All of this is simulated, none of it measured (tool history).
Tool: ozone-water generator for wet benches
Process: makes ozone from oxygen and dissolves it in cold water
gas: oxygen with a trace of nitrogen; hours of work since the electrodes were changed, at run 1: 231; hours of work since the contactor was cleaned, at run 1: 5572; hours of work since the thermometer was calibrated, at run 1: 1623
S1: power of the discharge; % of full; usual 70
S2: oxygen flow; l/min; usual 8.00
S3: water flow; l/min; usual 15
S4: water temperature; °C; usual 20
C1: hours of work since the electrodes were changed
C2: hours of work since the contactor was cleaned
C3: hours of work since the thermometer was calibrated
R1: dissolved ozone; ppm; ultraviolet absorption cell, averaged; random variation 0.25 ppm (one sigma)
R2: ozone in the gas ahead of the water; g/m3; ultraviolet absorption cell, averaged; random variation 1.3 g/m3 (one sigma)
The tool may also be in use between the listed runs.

| run | hour | S1 | S2 | S3 | S4 | C1 | C2 | C3 | R1 | R2 |
|---|---|---|---|---|---|---|---|---|---|---|
| 1 | 0.0 | 70 | 8.00 | 15 | 20 | 231 | 5572 | 1623 | 38.2 | 237.4 |
| 2 | 50.5 | 70 | 8.00 | 15 | 20 | 271 | 5612 | 1663 | 37.6 | 237.8 |
| 3 | 94.3 | 70 | 8.00 | 15 | 20 | 305 | 5646 | 1698 | 37.9 | 238.4 |
| 4 | 128.5 | 70 | 8.00 | 15 | 20 | 332 | 5673 | 1725 | 37.3 | 238.3 |
| 5 | 175.6 | 56 | 8.00 | 15 | 20 | 369 | 5711 | 1762 | 31.5 | 200.1 |
| 6 | 227.4 | 56 | 8.00 | 15 | 20 | 410 | 5752 | 1803 | 32.1 | 200.8 |
| 7 | 259.9 | 56 | 8.00 | 15 | 20 | 436 | 5777 | 1828 | 31.8 | 196.7 |
| 8 | 305.8 | 56 | 8.00 | 15 | 20 | 472 | 5813 | 1865 | 32.4 | 202.2 |
| 9 | 358.4 | 56 | 8.00 | 15 | 20 | 514 | 5855 | 1906 | 31.6 | 200.4 |
|  | 362.8 | water thermometer calibrated |
| 10 | 406.8 | 70 | 8.00 | 22 | 19 | 551 | 5893 | 35 | 28.9 | 238.6 |
| 11 | 429.0 | 58 | 4.97 | 11 | 13 | 569 | 5910 | 52 | 47.9 | 260.4 |
| 12 | 479.6 | 80 | 6.23 | 14 | 26 | 609 | 5950 | 92 | 39.9 | 295.4 |
| 13 | 526.0 | 80 | 6.23 | 14 | 26 | 646 | 5987 | 129 | 39.6 | 296.7 |
| 14 | 564.5 | 70 | 8.10 | 24 | 20 | 676 | 6017 | 159 | 26.5 | 234.8 |

5 ways to go on from here, each from the tool as it stands after run 14. What would each give?
|  | 578.2 | water thermometer calibrated, once more |
| A | 614.8 | 70 | 13.08 | 15 | 26 | 715 | 6057 | 29 | ? | ? |
|  | 578.2 | water thermometer calibrated, once more |
| B | 614.8 | 70 | 8.10 | 24 | 20 | 715 | 6057 | 29 | ? | ? |
|  | 578.2 | water thermometer calibrated, once more |
| C | 614.8 | 70 | 8.00 | 13 | 20 | 715 | 6057 | 29 | ? | ? |
|  | 578.2 | water thermometer calibrated, once more |
| D | 614.8 | 70 | 12.94 | 24 | 20 | 715 | 6057 | 29 | ? | ? |
|  | 578.2 | water thermometer calibrated, once more |
| E | 614.8 | 54 | 5.12 | 10 | 20 | 715 | 6057 | 29 | ? | ? |

| run | R1 | R2 |
|---|---|---|
| A | 29.3 | 183.7 |
| B | 26.6 | 232.8 |
| C | 41.0 | 232.8 |
| D | 25.5 | 184.0 |
| E | 41.9 | 244.6 |
Without the tool's hidden state the same runs would have given:
| run | R1 | R2 |
|---|---|---|
| A | 30.2 | 184.5 |
| B | 27.7 | 233.8 |
| C | 42.1 | 233.8 |
| D | 26.6 | 184.8 |
| E | 42.7 | 245.5 |
